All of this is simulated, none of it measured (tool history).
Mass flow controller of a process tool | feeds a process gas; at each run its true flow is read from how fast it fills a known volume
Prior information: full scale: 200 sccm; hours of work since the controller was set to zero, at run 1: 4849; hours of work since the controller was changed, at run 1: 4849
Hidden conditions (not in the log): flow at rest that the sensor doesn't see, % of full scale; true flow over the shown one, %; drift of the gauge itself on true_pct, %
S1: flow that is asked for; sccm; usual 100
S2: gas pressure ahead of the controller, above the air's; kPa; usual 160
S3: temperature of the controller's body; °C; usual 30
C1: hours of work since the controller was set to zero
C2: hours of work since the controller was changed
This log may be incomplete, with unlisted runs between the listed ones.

{"run": 1, "hour": 0.0, "S1": 100, "S2": 160, "S3": 30, "C1": 4849, "C2": 4849, "true flow (%)": 98.17}
{"run": 2, "hour": 166.8, "S1": 100, "S2": 160, "S3": 30, "C1": 4942, "C2": 4942, "true flow (%)": 98.28}
{"run": 3, "hour": 336.1, "S1": 100, "S2": 160, "S3": 30, "C1": 5036, "C2": 5036, "true flow (%)": 98.08}
{"run": 4, "hour": 476.3, "S1": 28, "S2": 160, "S3": 30, "C1": 5114, "C2": 5114, "true flow (%)": 99.97}
{"run": 5, "hour": 734.3, "S1": 28, "S2": 160, "S3": 30, "C1": 5257, "C2": 5257, "true flow (%)": 100.1}
{"run": 6, "hour": 890.3, "S1": 100, "S2": 202, "S3": 30, "C1": 5344, "C2": 5344, "true flow (%)": 97.99}
{"run": 7, "hour": 1006.8, "S1": 100, "S2": 202, "S3": 30, "C1": 5409, "C2": 5409, "true flow (%)": 98.04}
{"run": 8, "hour": 1266.0, "S1": 100, "S2": 202, "S3": 30, "C1": 5553, "C2": 5553, "true flow (%)": 98.11}
{"run": 9, "hour": 1532.9, "S1": 100, "S2": 260, "S3": 30, "C1": 5701, "C2": 5701, "true flow (%)": 97.96}
{"run": 10, "hour": 1705.0, "S1": 123, "S2": 160, "S3": 30, "C1": 5797, "C2": 5797, "true flow (%)": 98.13}
{"run": 11, "hour": 1889.8, "S1": 100, "S2": 160, "S3": 30, "C1": 5900, "C2": 5900, "true flow (%)": 98.03}
{"run": 12, "hour": 2019.1, "S1": 100, "S2": 160, "S3": 30, "C1": 5971, "C2": 5971, "true flow (%)": 98.03}
{"run": 13, "hour": 2208.5, "S1": 100, "S2": 160, "S3": 23, "C1": 6077, "C2": 6077, "true flow (%)": 98.64}
{"run": 14, "hour": 2438.4, "S1": 100, "S2": 160, "S3": 30, "C1": 6205, "C2": 6205, "true flow (%)": 98.13}
{"run": 15, "hour": 2565.3, "S1": 100, "S2": 160, "S3": 30, "C1": 6275, "C2": 6275, "true flow (%)": 97.96}
{"run": 16, "hour": 2823.5, "S1": 100, "S2": 160, "S3": 30, "C1": 6419, "C2": 6419, "true flow (%)": 98.08}
{"run": 17, "hour": 2999.2, "S1": 100, "S2": 160, "S3": 30, "C1": 6516, "C2": 6516, "true flow (%)": 98.12}
{"run": 18, "hour": 3126.2, "S1": 100, "S2": 160, "S3": 30, "C1": 6587, "C2": 6587, "true flow (%)": 98.07}
{"run": 19, "hour": 3302.6, "S1": 168, "S2": 157, "S3": 24, "C1": 6685, "C2": 6685, "true flow (%)": 98.56}
{"run": 20, "hour": 3575.6, "S1": 168, "S2": 157, "S3": 24, "C1": 6837, "C2": 6837, "true flow (%)": 98.47}
{"run": 21, "hour": 3707.1, "S1": 24, "S2": 157, "S3": 26, "C1": 6910, "C2": 6910, "true flow (%)": 101.73}
{"run": 22, "hour": 3853.3, "S1": 52, "S2": 160, "S3": 23, "C1": 6991, "C2": 6991, "true flow (%)": 99.28}
{"run": 23, "hour": 4121.9, "S1": 52, "S2": 197, "S3": 21, "C1": 7141, "C2": 7141, "true flow (%)": 99.49}
{"run": 24, "hour": 4237.2, "S1": 86, "S2": 160, "S3": 20, "C1": 7205, "C2": 7205, "true flow (%)": 98.83}
{"run": 25, "hour": 4431.6, "S1": 45, "S2": 152, "S3": 22, "C1": 7313, "C2": 7313, "true flow (%)": 99.68}
{"run": 26, "hour": 4701.6, "S1": 191, "S2": 160, "S3": 30, "C1": 7463, "C2": 7463, "true flow (%)": 98.2}
{"run": 27, "hour": 4960.6, "S1": 182, "S2": 177, "S3": 27, "C1": 7607, "C2": 7607, "true flow (%)": 98.04}
{"run": 28, "hour": 5141.2, "S1": 182, "S2": 177, "S3": 27, "C1": 7707, "C2": 7707, "true flow (%)": 98.18}
{"hour": 5358.3, "done": "controller's zero set anew"}
{"run": 29, "hour": 5387.5, "S1": 40, "S2": 177, "S3": 38, "C1": 16, "C2": 7844, "true flow (%)": 95.23}
{"run": 30, "hour": 5532.2, "S1": 100, "S2": 160, "S3": 23, "C1": 97, "C2": 7924, "true flow (%)": 96.94}
{"run": 31, "hour": 5650.5, "S1": 25, "S2": 143, "S3": 37, "C1": 162, "C2": 7990, "true flow (%)": 95.22}
{"run": 32, "hour": 5791.9, "S1": 41, "S2": 200, "S3": 28, "C1": 241, "C2": 8069, "true flow (%)": 95.93}
{"run": 33, "hour": 6022.5, "S1": 32, "S2": 151, "S3": 30, "C1": 369, "C2": 8197, "true flow (%)": 95.91}
{"run": 34, "hour": 6276.6, "S1": 76, "S2": 226, "S3": 23, "C1": 511, "C2": 8338, "true flow (%)": 96.72}
{"run": 35, "hour": 6393.7, "S1": 66, "S2": 189, "S3": 25, "C1": 576, "C2": 8403, "true flow (%)": 96.48}

Alternative continuations, all from the tool just after run 35; predict every row:
{"run": "A", "hour": 6654.5, "S1": 49, "S2": 189, "S3": 25, "C1": 721, "C2": 8548, "true flow (%)": "?"}
{"run": "B", "hour": 6654.5, "S1": 37, "S2": 144, "S3": 35, "C1": 721, "C2": 8548, "true flow (%)": "?"}
{"run": "C", "hour": 6654.5, "S1": 37, "S2": 189, "S3": 25, "C1": 721, "C2": 8548, "true flow (%)": "?"}
{"run": "D", "hour": 6654.5, "S1": 131, "S2": 278, "S3": 29, "C1": 721, "C2": 8548, "true flow (%)": "?"}
{"run": "E", "hour": 6654.5, "S1": 28, "S2": 160, "S3": 27, "C1": 721, "C2": 8548, "true flow (%)": "?"}

run=A true_flow_(%)=96.29
run=B true_flow_(%)=95.67
run=C true_flow_(%)=96.32
run=D true_flow_(%)=96.34
run=E true_flow_(%)=96.29
What these runs would have given with no unlogged condition in the tool:
run=A true_flow_(%)=98.57
run=B true_flow_(%)=97.85
run=C true_flow_(%)=98.5
run=D true_flow_(%)=98.82
run=E true_flow_(%)=98.33

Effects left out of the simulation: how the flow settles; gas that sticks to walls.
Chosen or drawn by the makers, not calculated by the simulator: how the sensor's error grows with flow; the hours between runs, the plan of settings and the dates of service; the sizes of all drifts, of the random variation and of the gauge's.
